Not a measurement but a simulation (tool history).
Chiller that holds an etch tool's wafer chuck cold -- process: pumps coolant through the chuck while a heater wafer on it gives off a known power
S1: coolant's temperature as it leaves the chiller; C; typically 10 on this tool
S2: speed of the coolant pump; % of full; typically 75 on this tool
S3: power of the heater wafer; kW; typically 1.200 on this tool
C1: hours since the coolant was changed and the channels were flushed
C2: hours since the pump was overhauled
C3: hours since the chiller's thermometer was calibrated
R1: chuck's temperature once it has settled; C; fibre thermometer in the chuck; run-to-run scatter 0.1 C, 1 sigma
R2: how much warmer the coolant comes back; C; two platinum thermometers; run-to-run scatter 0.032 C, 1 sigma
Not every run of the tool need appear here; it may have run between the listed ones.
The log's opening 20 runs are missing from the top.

run	hour	S1	S2	S3	C1	C2	C3	R1	R2
21	1555.8	1	86	1.570	7800	3882	273	11.7	4.57
22	1600.6	5	86	0.647	7845	3927	318	9.3	1.92
23	1679.3	13	78	0.647	7924	4006	397	17.6	2.14
24	1771.8	9	75	1.200	8016	4098	489	17.9	4.03
25	1838.2	10	63	1.752	8083	4165	556	24.8	7.00
26	1933.9	19	86	1.200	8178	4260	651	27.3	3.62
27	2037.9	13	75	0.809	8282	4364	755	19.2	2.73
28	2099.0	13	75	0.809	8343	4426	816	19.1	2.85
29	2201.6	9	75	1.650	8446	4528	919	21.5	5.72
30	2275.7	7	73	1.441	8520	4602	993	17.9	5.09
# hour 2336.6: gauge calibrated
31	2366.2	10	75	1.598	8611	4693	1083	22.1	5.26
32	2461.6	10	68	1.200	8706	4788	1179	19.6	4.41

Consider 4 possible next runs. They are alternatives, not a sequence: every one starts from the tool as it was left by run 32. What does each give?
A	2562.7	3	89	1.732	8807	4889	1280	?	?
B	2562.7	13	74	1.417	8807	4889	1280	?	?
C	2562.7	12	98	1.200	8807	4889	1280	?	?
D	2562.7	12	98	1.200	8807	4889	1280	?	?

run	R1	R2
A	14.6	4.83
B	23.9	4.77
C	19.5	3.06
D	19.7	3.12
What these runs would have given with no unlogged condition in the tool:
run	R1	R2
A	14.6	4.78
B	23.8	4.72
C	19.5	3.02
D	19.7	3.08
